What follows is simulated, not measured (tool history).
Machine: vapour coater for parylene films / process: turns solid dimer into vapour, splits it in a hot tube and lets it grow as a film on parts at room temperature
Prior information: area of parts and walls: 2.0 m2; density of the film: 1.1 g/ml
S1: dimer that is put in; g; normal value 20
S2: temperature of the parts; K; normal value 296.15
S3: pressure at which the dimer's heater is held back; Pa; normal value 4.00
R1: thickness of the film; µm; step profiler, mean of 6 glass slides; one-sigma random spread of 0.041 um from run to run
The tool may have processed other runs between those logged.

run 1 hour=0.0 | S1=20 S2=296.15 S3=4.00 | R1=4.51
run 2 hour=31.2 | S1=20 S2=296.15 S3=8.85 | R1=4.28
run 3 hour=51.9 | S1=20 S2=296.15 S3=8.85 | R1=4.23
run 4 hour=73.0 | S1=20 S2=296.15 S3=4.00 | R1=4.53
run 5 hour=90.8 | S1=20 S2=296.15 S3=4.00 | R1=4.44
run 6 hour=109.6 | S1=20 S2=296.15 S3=4.00 | R1=4.45
run 7 hour=143.5 | S1=20 S2=296.15 S3=4.00 | R1=4.41
run 8 hour=166.1 | S1=20 S2=296.15 S3=4.00 | R1=4.46
run 9 hour=201.1 | S1=27 S2=305.15 S3=4.00 | R1=5.30
run 10 hour=233.3 | S1=27 S2=305.15 S3=4.00 | R1=5.34
run 11 hour=249.1 | S1=27 S2=291.15 S3=11.03 | R1=5.97
run 12 hour=282.7 | S1=27 S2=291.15 S3=11.03 | R1=6.04
run 13 hour=311.7 | S1=27 S2=291.15 S3=11.03 | R1=5.98

Predict the results of run 14:
run 14 hour=345.6 | S1=17 S2=296.15 S3=4.00 | R1=?

Run 14 measured R1 3.82 µm.
With no hidden state in the tool, this same run would have given R1 3.85 µm.
